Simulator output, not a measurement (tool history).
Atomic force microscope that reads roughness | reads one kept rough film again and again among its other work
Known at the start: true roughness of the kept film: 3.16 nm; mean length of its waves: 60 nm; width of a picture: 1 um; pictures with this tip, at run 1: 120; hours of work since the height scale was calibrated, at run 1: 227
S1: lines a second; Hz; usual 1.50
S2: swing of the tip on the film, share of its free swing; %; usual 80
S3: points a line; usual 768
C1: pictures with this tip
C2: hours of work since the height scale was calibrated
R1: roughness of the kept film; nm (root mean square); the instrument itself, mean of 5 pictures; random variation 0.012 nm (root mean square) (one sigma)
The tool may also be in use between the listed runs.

| run | day | S1 | S2 | S3 | C1 | C2 | R1 |
|---|---|---|---|---|---|---|---|
| 1 | 0.000 | 1.50 | 80 | 768 | 120 | 227 | 2.748 |
| 2 | 0.404 | 1.50 | 80 | 768 | 129 | 231 | 2.772 |
| 3 | 1.158 | 1.50 | 80 | 573 | 145 | 240 | 2.748 |
|  | 1.238 | new tip fitted |
| 4 | 1.571 | 1.50 | 80 | 768 | 7 | 245 | 2.837 |
| 5 | 2.371 | 1.50 | 80 | 768 | 24 | 254 | 2.837 |
| 6 | 3.275 | 1.50 | 80 | 768 | 44 | 264 | 2.825 |
| 7 | 3.788 | 1.44 | 80 | 768 | 55 | 270 | 2.801 |
| 8 | 4.154 | 1.50 | 59 | 768 | 63 | 275 | 2.997 |
| 9 | 4.754 | 1.50 | 68 | 768 | 76 | 282 | 2.906 |
| 10 | 5.367 | 1.50 | 68 | 768 | 89 | 289 | 2.903 |
| 11 | 5.758 | 1.50 | 68 | 768 | 98 | 293 | 2.874 |
| 12 | 6.217 | 0.98 | 68 | 768 | 108 | 298 | 2.942 |
| 13 | 6.967 | 0.98 | 68 | 768 | 124 | 307 | 2.933 |
| 14 | 7.808 | 0.98 | 68 | 768 | 143 | 317 | 2.925 |
|  | 7.996 | new tip fitted |
| 15 | 8.671 | 0.98 | 68 | 768 | 15 | 327 | 2.999 |
| 16 | 9.079 | 0.98 | 68 | 768 | 24 | 331 | 2.979 |
| 17 | 9.675 | 1.50 | 80 | 768 | 37 | 338 | 2.824 |
| 18 | 10.238 | 1.50 | 80 | 768 | 49 | 345 | 2.809 |
| 19 | 10.704 | 1.50 | 80 | 768 | 59 | 350 | 2.832 |
| 20 | 11.100 | 1.50 | 68 | 768 | 68 | 355 | 2.908 |
| 21 | 11.525 | 1.50 | 68 | 768 | 77 | 360 | 2.909 |
| 22 | 11.921 | 1.50 | 68 | 768 | 86 | 364 | 2.895 |
| 23 | 12.621 | 1.50 | 68 | 768 | 101 | 372 | 2.883 |
| 24 | 13.267 | 1.50 | 68 | 768 | 115 | 380 | 2.890 |
| 25 | 14.004 | 1.50 | 68 | 768 | 131 | 388 | 2.869 |
| 26 | 14.571 | 0.51 | 73 | 715 | 143 | 395 | 2.962 |
|  | 14.750 | new tip fitted |
| 27 | 15.104 | 0.51 | 73 | 715 | 7 | 401 | 3.020 |
| 28 | 15.796 | 1.50 | 74 | 876 | 22 | 409 | 2.900 |
| 29 | 16.638 | 1.50 | 89 | 258 | 41 | 419 | 2.695 |
| 30 | 17.521 | 1.27 | 73 | 663 | 60 | 429 | 2.884 |
| 31 | 17.954 | 2.79 | 66 | 297 | 70 | 434 | 2.822 |
| 32 | 18.729 | 2.61 | 58 | 806 | 86 | 443 | 2.903 |
| 33 | 19.446 | 0.61 | 64 | 768 | 102 | 451 | 2.979 |
| 34 | 20.208 | 2.01 | 63 | 398 | 119 | 460 | 2.879 |
| 35 | 20.804 | 2.01 | 63 | 398 | 132 | 467 | 2.858 |
|  | 21.504 | new tip fitted |
| 36 | 21.629 | 0.66 | 88 | 876 | 3 | 476 | 2.917 |
| 37 | 22.200 | 1.21 | 69 | 348 | 15 | 483 | 2.943 |
| 38 | 23.012 | 1.21 | 74 | 550 | 33 | 492 | 2.918 |
| 39 | 23.604 | 1.21 | 68 | 365 | 46 | 499 | 2.949 |
| 40 | 24.321 | 2.83 | 80 | 768 | 62 | 507 | 2.603 |
| 41 | 24.983 | 0.54 | 74 | 768 | 76 | 515 | 2.970 |
| 42 | 25.808 | 2.24 | 74 | 318 | 94 | 525 | 2.759 |
| 43 | 26.312 | 2.24 | 74 | 318 | 105 | 530 | 2.717 |
| 44 | 27.100 | 0.53 | 63 | 516 | 122 | 540 | 2.972 |
| 45 | 27.871 | 0.53 | 63 | 516 | 139 | 548 | 2.964 |
|  | 28.242 | new tip fitted |
| 46 | 28.262 | 1.50 | 70 | 768 | 1 | 553 | 2.923 |
| 47 | 28.817 | 1.50 | 70 | 768 | 13 | 559 | 2.941 |
| 48 | 29.442 | 2.68 | 86 | 768 | 27 | 566 | 2.523 |
| 49 | 30.033 | 1.50 | 67 | 768 | 39 | 573 | 2.935 |

The same runs without the tool's hidden state, with the same run-to-run variation:
The hidden state here: radius of the tip, nm; height scale over the true one, %; drift of the gauge itself on roughness_nm, %.
| run | R1 |
|---|---|
| 1 | 2.820 |
| 2 | 2.851 |
| 3 | 2.835 |
| 4 | 2.846 |
| 5 | 2.857 |
| 6 | 2.858 |
| 7 | 2.839 |
| 8 | 3.043 |
| 9 | 2.959 |
| 10 | 2.965 |
| 11 | 2.940 |
| 12 | 3.017 |
| 13 | 3.019 |
| 14 | 3.022 |
| 15 | 3.012 |
| 16 | 2.997 |
| 17 | 2.850 |
| 18 | 2.842 |
| 19 | 2.871 |
| 20 | 2.955 |
| 21 | 2.962 |
| 22 | 2.954 |
| 23 | 2.950 |
| 24 | 2.966 |
| 25 | 2.956 |
| 26 | 3.060 |
| 27 | 3.028 |
| 28 | 2.918 |
| 29 | 2.723 |
| 30 | 2.927 |
| 31 | 2.871 |
| 32 | 2.964 |
| 33 | 3.052 |
| 34 | 2.960 |
| 35 | 2.947 |
| 36 | 2.926 |
| 37 | 2.960 |
| 38 | 2.947 |
| 39 | 2.987 |
| 40 | 2.647 |
| 41 | 3.030 |
| 42 | 2.828 |
| 43 | 2.793 |
| 44 | 3.065 |
| 45 | 3.067 |
| 46 | 2.932 |
| 47 | 2.958 |
| 48 | 2.545 |
| 49 | 2.969 |
